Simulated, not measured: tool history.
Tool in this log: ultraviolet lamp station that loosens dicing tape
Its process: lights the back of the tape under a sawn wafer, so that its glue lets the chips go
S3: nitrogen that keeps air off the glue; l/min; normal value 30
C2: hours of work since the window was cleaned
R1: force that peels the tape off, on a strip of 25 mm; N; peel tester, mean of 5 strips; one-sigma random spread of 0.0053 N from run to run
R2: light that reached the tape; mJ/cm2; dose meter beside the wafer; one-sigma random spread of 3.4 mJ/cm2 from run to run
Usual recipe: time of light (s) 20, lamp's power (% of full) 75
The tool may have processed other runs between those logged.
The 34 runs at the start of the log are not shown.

Run 35, day 21.133: usual settings but time of light (s) 21, lamp's power (% of full) 72; hours of work of the lamp 531; C2 41. Result: R1 0.121 N, R2 493 mJ/cm2.
Run 36, day 21.696: usual settings but time of light (s) 12, lamp's power (% of full) 70, S3 33 l/min; hours of work of the lamp 537; C2 47. Result: R1 0.425 N, R2 270 mJ/cm2.
Run 37, day 22.388: usual settings but time of light (s) 39, lamp's power (% of full) 70, S3 42 l/min; hours of work of the lamp 545; C2 55. Result: R1 0.055 N, R2 879 mJ/cm2.
Run 38, day 23.15: usual settings but time of light (s) 13, lamp's power (% of full) 81, S3 22 l/min; hours of work of the lamp 554; C2 63. Result: R1 0.395 N, R2 345 mJ/cm2.
Run 39, day 23.783: usual settings but time of light (s) 32, lamp's power (% of full) 81, S3 9 l/min; hours of work of the lamp 561; C2 70. Result: R1 0.118 N, R2 832 mJ/cm2.
Run 40, day 24.496: usual settings but time of light (s) 14, lamp's power (% of full) 96, S3 9 l/min; hours of work of the lamp 569; C2 78. Result: R1 0.475 N, R2 424 mJ/cm2.
Run 41, day 25.238: usual settings but time of light (s) 33, lamp's power (% of full) 95, S3 9 l/min; hours of work of the lamp 577; C2 87. Result: R1 0.068 N, R2 993 mJ/cm2.
Run 42, day 25.754: usual settings but time of light (s) 33, lamp's power (% of full) 73, S3 37 l/min; hours of work of the lamp 583; C2 92. Result: R1 0.059 N, R2 763 mJ/cm2.
Run 43, day 26.254: usual settings but time of light (s) 31, lamp's power (% of full) 97, S3 15 l/min; hours of work of the lamp 588; C2 98. Result: R1 0.057 N, R2 956 mJ/cm2.

3 ways to go on from here, each from the tool as it stands after run 43. What would each give?
Run A, day 26.692: usual settings but time of light (s) 31, lamp's power (% of full) 78, S3 15 l/min; hours of work of the lamp 593; C2 103. Result: R1 ?, R2 ?.
Run B, day 26.692: usual settings but time of light (s) 31, lamp's power (% of full) 97, S3 28 l/min; hours of work of the lamp 593; C2 103. Result: R1 ?, R2 ?.
Run C, day 26.692: usual settings but time of light (s) 10, lamp's power (% of full) 88, S3 15 l/min; hours of work of the lamp 593; C2 103. Result: R1 ?, R2 ?.

run     R1   R2
  A  0.085  763
  B   0.06  950
  C  0.725  279
With the hidden condition removed and each run's random variation left untouched, the same runs would have given:
run     R1    R2
  A  0.066   896
  B  0.058  1115
  C  0.558   327
